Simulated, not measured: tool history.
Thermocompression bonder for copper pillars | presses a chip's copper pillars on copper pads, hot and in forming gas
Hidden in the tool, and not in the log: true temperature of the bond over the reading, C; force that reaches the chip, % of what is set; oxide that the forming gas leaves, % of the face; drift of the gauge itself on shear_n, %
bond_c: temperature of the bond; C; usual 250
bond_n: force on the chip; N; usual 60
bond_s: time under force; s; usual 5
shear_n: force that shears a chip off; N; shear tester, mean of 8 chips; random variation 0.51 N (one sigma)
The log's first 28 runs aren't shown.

| run | hour | bond_c | bond_n | bond_s | hours of work since the heater was calibrated | hours of work since the force cell was calibrated | hours of work since the gas filter was changed | shear_n |
|---|---|---|---|---|---|---|---|---|
| 29 | 237.2 | 246 | 38 | 4 | 427 | 531 | 53 | 46.3 |
| 30 | 244.1 | 230 | 41 | 4 | 432 | 536 | 58 | 38.3 |
| 31 | 249.7 | 277 | 54 | 3 | 436 | 540 | 62 | 78 |
| 32 | 255.3 | 255 | 39 | 3 | 440 | 544 | 66 | 48.9 |
| 33 | 261 | 255 | 39 | 3 | 445 | 549 | 70 | 48.4 |
| 34 | 272.9 | 273 | 78 | 12 | 453 | 557 | 79 | 115.7 |
| 35 | 278.5 | 226 | 58 | 10 | 458 | 561 | 83 | 63.8 |
| 36 | 289.3 | 226 | 58 | 10 | 465 | 569 | 91 | 62.6 |
| 37 | 295.4 | 256 | 70 | 5 | 470 | 574 | 95 | 83.3 |
| 38 | 304.6 | 246 | 60 | 13 | 477 | 581 | 102 | 89.1 |
| 39 | 310 | 226 | 65 | 5 | 481 | 585 | 106 | 53.6 |

3 ways to go on from here, each from the tool as it stands after run 39. What would each give?
|  | 317.8 | forming gas filter changed |
| A | 319.8 | 226 | 48 | 10 | 488 | 591 | 1 | ? |
|  | 317.8 | forming gas filter changed |
| B | 319.8 | 226 | 71 | 9 | 488 | 591 | 1 | ? |
|  | 317.8 | forming gas filter changed |
| C | 319.8 | 258 | 59 | 9 | 488 | 591 | 1 | ? |

| run | shear_n |
|---|---|
| A | 56.9 |
| B | 68.9 |
| C | 90.2 |
Without the tool's hidden state the same runs would have given:
| run | shear_n |
|---|---|
| A | 56.8 |
| B | 68.9 |
| C | 90.2 |

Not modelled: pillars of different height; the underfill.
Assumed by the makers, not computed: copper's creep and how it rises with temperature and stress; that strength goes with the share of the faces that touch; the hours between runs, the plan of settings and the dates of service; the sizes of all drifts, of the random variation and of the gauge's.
